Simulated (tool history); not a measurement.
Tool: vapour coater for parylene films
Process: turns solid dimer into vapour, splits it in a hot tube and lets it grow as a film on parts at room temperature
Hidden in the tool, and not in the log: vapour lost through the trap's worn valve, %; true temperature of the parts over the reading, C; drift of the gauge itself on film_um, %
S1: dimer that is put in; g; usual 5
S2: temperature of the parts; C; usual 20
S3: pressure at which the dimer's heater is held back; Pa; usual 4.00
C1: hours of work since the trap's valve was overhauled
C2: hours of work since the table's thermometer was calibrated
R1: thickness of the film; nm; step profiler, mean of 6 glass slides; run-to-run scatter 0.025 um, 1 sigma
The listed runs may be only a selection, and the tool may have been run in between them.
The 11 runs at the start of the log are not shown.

Run 12, hour 255.1: usual settings but S1 8 g; C1 34; C2 594. Result: R1 2620 nm.
Run 13, hour 287.4: usual settings but S1 8 g; C1 47; C2 607. Result: R1 2570 nm.
Run 14, hour 307.0: usual settings but S1 8 g, S3 9.18 Pa; C1 55; C2 615. Result: R1 2320 nm.
Run 15, hour 328.5: usual settings but S1 8 g, S3 9.18 Pa; C1 64; C2 624. Result: R1 2330 nm.
Run 16, hour 354.2: usual settings but S1 8 g, S3 9.18 Pa; C1 74; C2 634. Result: R1 2270 nm.
At hour 375.5: trap's valve overhauled, once more.
Run 17, hour 380.7: usual settings but S3 3.16 Pa; C1 2; C2 644. Result: R1 2010 nm.
Run 18, hour 397.1: usual settings but S3 3.16 Pa; C1 9; C2 650. Result: R1 2020 nm.
Run 19, hour 424.5: usual settings but S3 3.16 Pa; C1 20; C2 661. Result: R1 1990 nm.
Run 20, hour 445.4: usual settings but S3 3.16 Pa; C1 29; C2 670. Result: R1 2020 nm.
Run 21, hour 472.9: usual settings but S3 3.16 Pa; C1 40; C2 681. Result: R1 2000 nm.
Run 22, hour 497.5: usual settings but S3 3.16 Pa; C1 50; C2 691. Result: R1 1980 nm.
Run 23, hour 529.4: usual settings but S3 3.16 Pa; C1 63; C2 704. Result: R1 1960 nm.
Run 24, hour 552.6: usual settings; C1 72; C2 714. Result: R1 1890 nm.

What will run 25 give?
Run 25, hour 568.9: usual settings but S2 12 C, S3 2.51 Pa; C1 79; C2 720. Result: R1 ?.

{"run 25": {"R1": 2910}}
Were there no unlogged condition in the tool, this run, its random variation unchanged, would have produced R1 3050 nm.
